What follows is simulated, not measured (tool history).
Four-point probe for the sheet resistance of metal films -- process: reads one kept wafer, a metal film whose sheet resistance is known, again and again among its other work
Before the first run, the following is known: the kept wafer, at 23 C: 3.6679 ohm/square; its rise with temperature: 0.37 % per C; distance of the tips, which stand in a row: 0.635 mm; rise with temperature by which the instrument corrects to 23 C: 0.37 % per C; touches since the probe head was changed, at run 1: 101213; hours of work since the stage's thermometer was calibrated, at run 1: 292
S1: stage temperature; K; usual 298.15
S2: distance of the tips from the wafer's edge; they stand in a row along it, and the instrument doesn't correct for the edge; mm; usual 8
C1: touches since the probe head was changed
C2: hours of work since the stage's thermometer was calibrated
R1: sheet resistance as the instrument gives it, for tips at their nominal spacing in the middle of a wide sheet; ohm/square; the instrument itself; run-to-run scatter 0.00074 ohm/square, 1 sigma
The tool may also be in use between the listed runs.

run 1 hour=0 | S1=298.15 S2=8 | C1=101213 C2=292 | R1=3.702637
run 2 hour=34.9 | S1=298.15 S2=8 | C1=102585 C2=313 | R1=3.702988
run 3 hour=63.8 | S1=298.15 S2=8 | C1=103722 C2=331 | R1=3.702661
run 4 hour=107.5 | S1=298.15 S2=8 | C1=105443 C2=358 | R1=3.702926
-- hour=132.4 new probe head fitted
run 5 hour=154.3 | S1=298.15 S2=8 | C1=861 C2=386 | R1=3.681963
run 6 hour=213.9 | S1=298.15 S2=8 | C1=3203 C2=423 | R1=3.681778
run 7 hour=255.7 | S1=298.15 S2=8 | C1=4846 C2=449 | R1=3.682972
run 8 hour=316.3 | S1=297.15 S2=8 | C1=7230 C2=486 | R1=3.683777
run 9 hour=356.8 | S1=298.15 S2=8 | C1=8826 C2=511 | R1=3.684477
run 10 hour=408.2 | S1=298.15 S2=8 | C1=10847 C2=543 | R1=3.684846
run 11 hour=445.5 | S1=298.15 S2=8 | C1=12316 C2=566 | R1=3.685942
run 12 hour=506.4 | S1=298.15 S2=8 | C1=14710 C2=603 | R1=3.685872
run 13 hour=567.7 | S1=298.15 S2=8 | C1=17121 C2=641 | R1=3.685269
run 14 hour=618.8 | S1=298.15 S2=8 | C1=19132 C2=672 | R1=3.686696
run 15 hour=682 | S1=298.15 S2=29 | C1=21616 C2=711 | R1=3.67575
run 16 hour=735.2 | S1=298.15 S2=29 | C1=23708 C2=744 | R1=3.67804
run 17 hour=768 | S1=308.15 S2=19 | C1=25001 C2=764 | R1=3.676134
run 18 hour=816.8 | S1=308.15 S2=19 | C1=26919 C2=794 | R1=3.676979
run 19 hour=871.7 | S1=297.15 S2=48 | C1=29079 C2=828 | R1=3.67808
run 20 hour=913.3 | S1=298.15 S2=6 | C1=30716 C2=854 | R1=3.700402
run 21 hour=947.7 | S1=302.15 S2=23 | C1=32068 C2=875 | R1=3.678563
run 22 hour=989.1 | S1=302.15 S2=23 | C1=33697 C2=900 | R1=3.679568
run 23 hour=1047.9 | S1=292.15 S2=19 | C1=36007 C2=936 | R1=3.681966
run 24 hour=1109.6 | S1=294.15 S2=14 | C1=38436 C2=974 | R1=3.684735
run 25 hour=1135.7 | S1=299.15 S2=8 | C1=39463 C2=990 | R1=3.693193
run 26 hour=1180.8 | S1=303.15 S2=8 | C1=41235 C2=1018 | R1=3.692676
run 27 hour=1222.5 | S1=307.15 S2=14 | C1=42875 C2=1044 | R1=3.684707
run 28 hour=1252.4 | S1=297.15 S2=8 | C1=44051 C2=1062 | R1=3.694911
run 29 hour=1292.7 | S1=303.15 S2=52 | C1=45640 C2=1087 | R1=3.681763

Branching from run 29: 4 alternative next runs. What would each branch give?
run A hour=1327.5 | S1=293.15 S2=8 | C1=47007 C2=1108 | R1=?
run B hour=1327.5 | S1=306.15 S2=8 | C1=47007 C2=1108 | R1=?
run C hour=1327.5 | S1=303.15 S2=9 | C1=47007 C2=1108 | R1=?
run D hour=1327.5 | S1=299.15 S2=41 | C1=47007 C2=1108 | R1=?

run=A R1=3.696077
run=B R1=3.692492
run=C R1=3.690915
run=D R1=3.683869
Had the tool no hidden state, the same runs would have come out as:
run=A R1=3.681162
run=B R1=3.677769
run=C R1=3.676158
run=D R1=3.669085
